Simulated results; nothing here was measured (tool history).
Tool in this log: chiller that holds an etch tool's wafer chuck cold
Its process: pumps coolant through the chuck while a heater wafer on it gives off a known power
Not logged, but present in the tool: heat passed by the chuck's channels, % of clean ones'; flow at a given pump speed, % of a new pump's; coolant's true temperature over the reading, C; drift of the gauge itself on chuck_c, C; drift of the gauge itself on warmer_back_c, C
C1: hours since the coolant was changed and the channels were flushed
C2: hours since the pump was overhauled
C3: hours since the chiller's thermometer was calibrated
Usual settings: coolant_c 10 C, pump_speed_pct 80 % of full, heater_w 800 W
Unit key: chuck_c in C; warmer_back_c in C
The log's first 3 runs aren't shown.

run 4 hour=268.6 | coolant_c=10 pump_speed_pct=80 heater_w=800 | C1=7918 C2=3817 C3=4021 | chuck_c=17.7 warmer_back_c=1.99
run 5 hour=402.1 | coolant_c=10 pump_speed_pct=80 heater_w=800 | C1=8052 C2=3951 C3=4154 | chuck_c=17.6 warmer_back_c=1.96
-- hour=470 chiller's thermometer calibrated
run 6 hour=521.5 | coolant_c=10 pump_speed_pct=80 heater_w=490 | C1=8170 C2=4069 C3=52 | chuck_c=14.6 warmer_back_c=1.24
run 7 hour=590.8 | coolant_c=10 pump_speed_pct=80 heater_w=490 | C1=8240 C2=4139 C3=121 | chuck_c=14.9 warmer_back_c=1.19
run 8 hour=730.3 | coolant_c=10 pump_speed_pct=80 heater_w=490 | C1=8379 C2=4278 C3=260 | chuck_c=14.7 warmer_back_c=1.2
run 9 hour=881.9 | coolant_c=10 pump_speed_pct=80 heater_w=513 | C1=8531 C2=4430 C3=412 | chuck_c=14.9 warmer_back_c=1.25
run 10 hour=1032.9 | coolant_c=19 pump_speed_pct=80 heater_w=800 | C1=8682 C2=4581 C3=563 | chuck_c=26.5 warmer_back_c=1.96
-- hour=1109.5 coolant changed, channels flushed
run 11 hour=1178.4 | coolant_c=19 pump_speed_pct=80 heater_w=800 | C1=69 C2=4720 C3=702 | chuck_c=26.8 warmer_back_c=1.95
run 12 hour=1319.7 | coolant_c=19 pump_speed_pct=80 heater_w=800 | C1=210 C2=4862 C3=844 | chuck_c=26.7 warmer_back_c=1.96
run 13 hour=1386.9 | coolant_c=12 pump_speed_pct=80 heater_w=800 | C1=277 C2=4929 C3=911 | chuck_c=19.8 warmer_back_c=1.94
run 14 hour=1519.3 | coolant_c=12 pump_speed_pct=80 heater_w=800 | C1=410 C2=5061 C3=1043 | chuck_c=19.6 warmer_back_c=1.96
run 15 hour=1642.8 | coolant_c=10 pump_speed_pct=80 heater_w=800 | C1=533 C2=5185 C3=1167 | chuck_c=17.7 warmer_back_c=1.98
run 16 hour=1748.3 | coolant_c=10 pump_speed_pct=80 heater_w=800 | C1=639 C2=5290 C3=1272 | chuck_c=17.7 warmer_back_c=1.92
run 17 hour=1844.2 | coolant_c=10 pump_speed_pct=71 heater_w=800 | C1=735 C2=5386 C3=1368 | chuck_c=18.4 warmer_back_c=2.18
run 18 hour=1934.5 | coolant_c=10 pump_speed_pct=71 heater_w=800 | C1=825 C2=5476 C3=1459 | chuck_c=18.6 warmer_back_c=2.21
run 19 hour=2013.5 | coolant_c=9 pump_speed_pct=80 heater_w=1046 | C1=904 C2=5555 C3=1538 | chuck_c=19 warmer_back_c=2.56
run 20 hour=2094.6 | coolant_c=9 pump_speed_pct=80 heater_w=1046 | C1=985 C2=5636 C3=1619 | chuck_c=19.1 warmer_back_c=2.56
run 21 hour=2166.1 | coolant_c=9 pump_speed_pct=80 heater_w=1046 | C1=1057 C2=5708 C3=1690 | chuck_c=19 warmer_back_c=2.55
run 22 hour=2257.3 | coolant_c=10 pump_speed_pct=61 heater_w=420 | C1=1148 C2=5799 C3=1781 | chuck_c=15 warmer_back_c=1.31
run 23 hour=2394.8 | coolant_c=11 pump_speed_pct=60 heater_w=462 | C1=1285 C2=5937 C3=1919 | chuck_c=16.7 warmer_back_c=1.52
run 24 hour=2520.8 | coolant_c=10 pump_speed_pct=63 heater_w=667 | C1=1411 C2=6063 C3=2045 | chuck_c=18.1 warmer_back_c=2.09
run 25 hour=2589.3 | coolant_c=10 pump_speed_pct=90 heater_w=548 | C1=1480 C2=6131 C3=2113 | chuck_c=14.9 warmer_back_c=1.23
run 26 hour=2740.8 | coolant_c=10 pump_speed_pct=90 heater_w=548 | C1=1631 C2=6283 C3=2265 | chuck_c=14.7 warmer_back_c=1.21

What does the tool deliver on the next run?
run 27 hour=2893 | coolant_c=13 pump_speed_pct=100 heater_w=800 | C1=1784 C2=6435 C3=2417 | chuck_c=? warmer_back_c=?

Run 27 came out at chuck_c 19.2 C, warmer_back_c 1.58 C.
If the tool had no hidden condition, the same run with the same run-to-run variation would have returned chuck_c 19.1 C, warmer_back_c 1.58 C.

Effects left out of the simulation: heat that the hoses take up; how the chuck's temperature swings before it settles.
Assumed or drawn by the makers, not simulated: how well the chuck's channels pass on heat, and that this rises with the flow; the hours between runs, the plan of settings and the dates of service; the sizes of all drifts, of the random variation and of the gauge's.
